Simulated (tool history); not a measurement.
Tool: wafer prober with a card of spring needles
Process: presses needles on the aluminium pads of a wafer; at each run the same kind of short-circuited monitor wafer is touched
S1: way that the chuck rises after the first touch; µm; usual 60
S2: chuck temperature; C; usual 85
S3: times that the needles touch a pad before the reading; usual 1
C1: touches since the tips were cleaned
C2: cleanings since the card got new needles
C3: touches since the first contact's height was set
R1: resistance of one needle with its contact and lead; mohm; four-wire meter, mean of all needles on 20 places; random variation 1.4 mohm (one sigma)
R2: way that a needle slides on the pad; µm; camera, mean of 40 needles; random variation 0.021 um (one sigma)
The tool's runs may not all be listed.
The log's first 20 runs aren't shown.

run   hour  S1  S2  S3    C1  C2     C3   R1     R2
     319.8  -- height of the first contact set anew, once more
     326.6  -- tips cleaned on abrasive film
 21  326.6  56  41   2     0  56   2501  130   7.94
     338.1  -- tips cleaned on abrasive film
     349.4  -- tips cleaned on abrasive film
 22  349.4  53  85   1     0  58  10992  138   7.47
     360.8  -- tips cleaned on abrasive film
 23  364.2  75  77   2  1288  59  16549  145  10.58
     372.0  -- tips cleaned on abrasive film
 24  374.0  44  25   2   766  60  20195  183   6.23
     383.9  -- tips cleaned on abrasive film
 25  392.6  60  37   1  3262  61  27134  245   8.47
     395.6  -- tips cleaned on abrasive film
     406.8  -- tips cleaned on abrasive film
 26  409.9  51  85   1  1162  63  33546  218   7.15
     419.2  -- tips cleaned on abrasive film
 27  421.9  51  85   1  1031  64  38034  217   7.14
     431.2  -- tips cleaned on abrasive film
 28  434.2  52  81   3  1145  65  42630  161   7.25
     443.2  -- tips cleaned on abrasive film
     455.6  -- tips cleaned on abrasive film
 29  457.1  42  85   1   562  67  51158  214   5.81
     467.2  -- tips cleaned on abrasive film
 30  470.1  60  37   1  1111  68  55994  197   8.40
     478.6  -- tips cleaned on abrasive film
 31  487.5  45  28   3  3320  69  62473  202   6.24

4 ways to go on from here, each from the tool as it stands after run 31. What would each give?
     489.6  -- tips cleaned on abrasive film
  A  499.5  60  122   1  3714  70  66944   ?   ?
     489.6  -- tips cleaned on abrasive film
  B  499.5  62   28   1  3714  70  66944   ?   ?
     489.6  -- tips cleaned on abrasive film
  C  499.5  60   64   1  3714  70  66944   ?   ?
     489.6  -- tips cleaned on abrasive film
  D  499.5  52   28   3  3714  70  66944   ?   ?

run   R1    R2
  A  249  8.34
  B  249  8.66
  C  256  8.40
  D  183  7.26
Without the tool's hidden state the same runs would have given:
run   R1    R2
  A  125  8.50
  B  112  8.82
  C  119  8.56
  D  116  7.43
